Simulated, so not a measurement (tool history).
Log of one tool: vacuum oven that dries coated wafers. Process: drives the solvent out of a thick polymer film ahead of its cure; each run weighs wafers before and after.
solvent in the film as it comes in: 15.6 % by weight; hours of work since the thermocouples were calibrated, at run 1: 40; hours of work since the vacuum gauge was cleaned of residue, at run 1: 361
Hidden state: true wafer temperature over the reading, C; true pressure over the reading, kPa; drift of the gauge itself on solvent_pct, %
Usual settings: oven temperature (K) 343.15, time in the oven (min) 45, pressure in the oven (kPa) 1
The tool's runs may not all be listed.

| run | hour | oven temperature (K) | time in the oven (min) | pressure in the oven (kPa) | hours of work since the thermocouples were calibrated | hours of work since the vacuum gauge was cleaned of residue | solvent left in the film (%) |
|---|---|---|---|---|---|---|---|
| 1 | 0 | 343.15 | 45 | 1 | 40 | 361 | 0.95 |
| 2 | 29.2 | 343.15 | 45 | 1 | 55 | 376 | 0.95 |
| 3 | 56.8 | 343.15 | 45 | 1 | 70 | 390 | 0.96 |
| 4 | 77.7 | 343.15 | 45 | 1 | 80 | 401 | 0.97 |
| 5 | 102.4 | 343.15 | 45 | 1 | 93 | 413 | 0.96 |
| 6 | 118.5 | 336.15 | 45 | 1 | 101 | 421 | 2.09 |
| 7 | 158.1 | 343.15 | 45 | 1 | 122 | 442 | 0.99 |
| 8 | 183.2 | 343.15 | 45 | 1 | 134 | 455 | 0.94 |
| 9 | 203.6 | 331.15 | 45 | 1 | 145 | 465 | 3.46 |
| 10 | 234.3 | 331.15 | 45 | 1 | 161 | 481 | 3.43 |
| 11 | 256.8 | 331.15 | 45 | 1 | 172 | 493 | 3.41 |
| 12 | 273.9 | 331.15 | 45 | 1 | 181 | 501 | 3.4 |
| 13 | 290 | 331.15 | 55 | 1 | 189 | 510 | 2.69 |
| 14 | 309.1 | 331.15 | 79 | 1 | 199 | 519 | 1.71 |
| 15 | 328.1 | 331.15 | 79 | 1 | 209 | 529 | 1.72 |
| 16 | 345.4 | 331.15 | 79 | 1 | 218 | 538 | 1.72 |
| 17 | 364 | 346.15 | 45 | 1 | 227 | 548 | 0.73 |
| 18 | 391.1 | 343.15 | 45 | 2.24 | 241 | 562 | 1.53 |
| 19 | 428.5 | 343.15 | 45 | 2.24 | 261 | 581 | 1.62 |
| 20 | 464 | 343.15 | 45 | 2.24 | 279 | 599 | 1.58 |
| 21 | 492.5 | 343.15 | 45 | 1 | 293 | 614 | 0.99 |
| 22 | 530.5 | 343.15 | 45 | 0.6 | 313 | 633 | 0.7 |
| 23 | 565.7 | 343.15 | 45 | 0.6 | 331 | 651 | 0.79 |
| 24 | 591.5 | 343.15 | 45 | 0.65 | 344 | 665 | 0.81 |
| 25 | 624.2 | 335.15 | 45 | 0.65 | 361 | 681 | 2.08 |
| 26 | 651.1 | 342.15 | 45 | 0.57 | 375 | 695 | 0.82 |
| 27 | 683.5 | 349.15 | 81 | 1.68 | 392 | 712 | 0.76 |
| 28 | 707.6 | 349.15 | 81 | 1.68 | 404 | 724 | 0.76 |
| 29 | 745.4 | 349.15 | 81 | 1.68 | 423 | 744 | 0.76 |
| 30 | 779.3 | 347.15 | 48 | 1 | 441 | 761 | 0.63 |
| 31 | 805.3 | 347.15 | 48 | 1 | 454 | 774 | 0.64 |
| 32 | 833.1 | 347.15 | 48 | 1 | 468 | 789 | 0.59 |
| 33 | 857.4 | 342.15 | 45 | 0.53 | 481 | 801 | 0.83 |
| 34 | 876 | 332.15 | 30 | 0.53 | 491 | 811 | 4.42 |
| 35 | 907.4 | 332.15 | 42 | 1.65 | 507 | 827 | 3.79 |
| 36 | 942 | 341.15 | 23 | 1.65 | 524 | 845 | 3.46 |
| 37 | 981.1 | 341.15 | 23 | 1.65 | 544 | 865 | 3.41 |
| 38 | 1013.1 | 338.15 | 24 | 1.42 | 561 | 881 | 4 |
| 39 | 1047.9 | 353.15 | 58 | 1.42 | 579 | 899 | 0.57 |
| 40 | 1084.1 | 332.15 | 24 | 1.42 | 597 | 918 | 5.95 |
| 41 | 1112.2 | 331.15 | 24 | 3.41 | 612 | 932 | 7.48 |
| 42 | 1139.4 | 330.15 | 24 | 2.79 | 626 | 946 | 7.44 |
| 43 | 1157.7 | 330.15 | 24 | 2.79 | 635 | 955 | 7.3 |
| 44 | 1181.3 | 343.15 | 45 | 1.19 | 647 | 968 | 1.15 |
| 45 | 1204.8 | 341.15 | 72 | 1.14 | 659 | 980 | 0.83 |
| 46 | 1235.4 | 342.15 | 45 | 1.42 | 675 | 995 | 1.33 |
| 47 | 1268.6 | 342.15 | 45 | 1.42 | 692 | 1012 | 1.31 |

Measured less the same run without the tool's hidden state. The same run-to-run variation is in both; the gauge's scatter may not be:
| run | solvent left in the film (%) |
|---|---|
| 1 | -0.01 |
| 2 | -0.01 |
| 3 | +0 |
| 4 | -0.01 |
| 5 | -0.01 |
| 6 | -0.06 |
| 7 | +0 |
| 8 | -0.01 |
| 9 | -0.1 |
| 10 | -0.09 |
| 11 | -0.09 |
| 12 | -0.1 |
| 13 | -0.08 |
| 14 | -0.01 |
| 15 | -0.01 |
| 16 | -0.01 |
| 17 | +0.01 |
| 18 | -0.02 |
| 19 | -0.02 |
| 20 | -0.02 |
| 21 | +0 |
| 22 | +0.01 |
| 23 | +0 |
| 24 | +0.01 |
| 25 | -0.08 |
| 26 | +0 |
| 27 | +0.05 |
| 28 | +0.05 |
| 29 | +0.05 |
| 30 | +0.04 |
| 31 | +0.04 |
| 32 | +0.04 |
| 33 | +0 |
| 34 | -0.16 |
| 35 | -0.14 |
| 36 | -0.17 |
| 37 | -0.17 |
| 38 | -0.19 |
| 39 | +0.06 |
| 40 | -0.19 |
| 41 | -0.22 |
| 42 | -0.21 |
| 43 | -0.2 |
| 44 | +0 |
| 45 | +0.07 |
| 46 | -0.01 |
| 47 | -0.01 |

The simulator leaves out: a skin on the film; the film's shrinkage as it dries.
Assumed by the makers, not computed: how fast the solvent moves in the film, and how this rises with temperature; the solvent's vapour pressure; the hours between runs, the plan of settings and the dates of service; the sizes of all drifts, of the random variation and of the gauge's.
